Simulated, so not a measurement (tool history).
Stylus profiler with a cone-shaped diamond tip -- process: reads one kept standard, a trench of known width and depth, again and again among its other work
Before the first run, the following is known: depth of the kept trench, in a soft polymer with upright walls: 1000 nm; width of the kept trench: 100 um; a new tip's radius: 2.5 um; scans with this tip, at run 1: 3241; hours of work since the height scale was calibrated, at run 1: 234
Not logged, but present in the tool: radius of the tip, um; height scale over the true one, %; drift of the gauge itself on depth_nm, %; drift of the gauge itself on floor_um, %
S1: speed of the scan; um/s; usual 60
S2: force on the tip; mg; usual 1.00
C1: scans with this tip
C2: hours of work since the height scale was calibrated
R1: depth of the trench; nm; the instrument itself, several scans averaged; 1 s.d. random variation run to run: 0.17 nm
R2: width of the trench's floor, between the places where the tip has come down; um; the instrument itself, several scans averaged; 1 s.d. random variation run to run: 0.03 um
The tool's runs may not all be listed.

Run 1, hour 0.0: usual settings; C1 3241; C2 234. Result: R1 1008.00 nm, R2 93.96 um.
Run 2, hour 42.6: usual settings; C1 3607; C2 260. Result: R1 1007.70 nm, R2 93.78 um.
Run 3, hour 88.1: usual settings; C1 4000; C2 288. Result: R1 1007.75 nm, R2 93.58 um.
Run 4, hour 131.1: usual settings; C1 4370; C2 315. Result: R1 1007.65 nm, R2 93.44 um.
Run 5, hour 169.9: usual settings; C1 4704; C2 339. Result: R1 1007.60 nm, R2 93.33 um.
Run 6, hour 197.7: usual settings; C1 4943; C2 356. Result: R1 1007.48 nm, R2 93.30 um.
Run 7, hour 244.8: usual settings; C1 5349; C2 386. Result: R1 1007.59 nm, R2 93.10 um.
Run 8, hour 291.1: usual settings; C1 5748; C2 414. Result: R1 1007.62 nm, R2 92.92 um.
Run 9, hour 318.9: usual settings; C1 5987; C2 432. Result: R1 1007.83 nm, R2 92.75 um.
Run 10, hour 367.3: usual settings; C1 6404; C2 462. Result: R1 1007.05 nm, R2 92.71 um.
Run 11, hour 410.9: usual settings; C1 6779; C2 489. Result: R1 1007.01 nm, R2 92.57 um.
Run 12, hour 456.1: usual settings; C1 7169; C2 517. Result: R1 1007.29 nm, R2 92.44 um.
Run 13, hour 492.7: usual settings; C1 7484; C2 539. Result: R1 1007.20 nm, R2 92.28 um.
Run 14, hour 524.2: usual settings; C1 7755; C2 559. Result: R1 1006.98 nm, R2 92.19 um.
Run 15, hour 567.8: usual settings; C1 8130; C2 586. Result: R1 1006.71 nm, R2 92.07 um.
Run 16, hour 610.2: usual settings; C1 8495; C2 612. Result: R1 1007.10 nm, R2 92.03 um.
Run 17, hour 637.6: usual settings; C1 8732; C2 629. Result: R1 1006.90 nm, R2 91.92 um.
Run 18, hour 672.6: usual settings but S1 189 um/s, S2 2.15 mg; C1 9033; C2 651. Result: R1 1012.81 nm, R2 91.29 um.
At hour 698.4: new tip fitted, height scale calibrated.
Run 19, hour 700.7: usual settings but S1 125 um/s, S2 1.46 mg; C1 20; C2 1. Result: R1 1010.11 nm, R2 95.19 um.
Run 20, hour 741.7: usual settings but S1 125 um/s, S2 1.46 mg; C1 373; C2 27. Result: R1 1010.16 nm, R2 94.98 um.
Run 21, hour 792.3: usual settings but S1 25 um/s, S2 0.42 mg; C1 809; C2 58. Result: R1 1004.19 nm, R2 95.22 um.
Run 22, hour 831.8: usual settings but S1 225 um/s, S2 1.56 mg; C1 1149; C2 83. Result: R1 1010.14 nm, R2 93.97 um.
Run 23, hour 855.4: usual settings but S1 40 um/s; C1 1352; C2 97. Result: R1 1007.53 nm, R2 94.96 um.
Run 24, hour 889.2: usual settings but S2 0.90 mg; C1 1644; C2 118. Result: R1 1007.31 nm, R2 94.62 um.
Run 25, hour 928.1: usual settings but S1 46 um/s, S2 0.45 mg; C1 1978; C2 143. Result: R1 1003.90 nm, R2 94.43 um.
Run 26, hour 956.1: usual settings but S2 0.36 mg; C1 2220; C2 160. Result: R1 1003.12 nm, R2 94.09 um.
Run 27, hour 998.7: usual settings but S1 74 um/s, S2 1.78 mg; C1 2586; C2 186. Result: R1 1011.19 nm, R2 94.24 um.
Run 28, hour 1033.9: usual settings but S1 74 um/s, S2 1.78 mg; C1 2889; C2 208. Result: R1 1011.15 nm, R2 94.13 um.
Run 29, hour 1079.8: usual settings but S1 17 um/s, S2 0.48 mg; C1 3285; C2 237. Result: R1 1004.22 nm, R2 94.16 um.

Measured less the same run without the tool's hidden state. The same run-to-run variation is in both; the gauge's scatter may not be:
run     R1     R2
  1  -0.50  -1.58
  2  -0.56  -1.74
  3  -0.63  -1.90
  4  -0.70  -2.05
  5  -0.76  -2.18
  6  -0.80  -2.28
  7  -0.87  -2.44
  8  -0.94  -2.59
  9  -0.97  -2.68
 10  -1.04  -2.84
 11  -1.11  -2.98
 12  -1.18  -3.12
 13  -1.24  -3.23
 14  -1.29  -3.33
 15  -1.35  -3.45
 16  -1.41  -3.57
 17  -1.45  -3.64
 18  -1.51  -3.73
 19  -0.53  +0.04
 20  -0.58  -0.18
 21  -0.66  -0.42
 22  -0.72  -0.62
 23  -0.77  -0.72
 24  -0.82  -0.86
 25  -0.87  -1.04
 26  -0.91  -1.16
 27  -0.98  -1.34
 28  -1.04  -1.47
 29  -1.09  -1.63
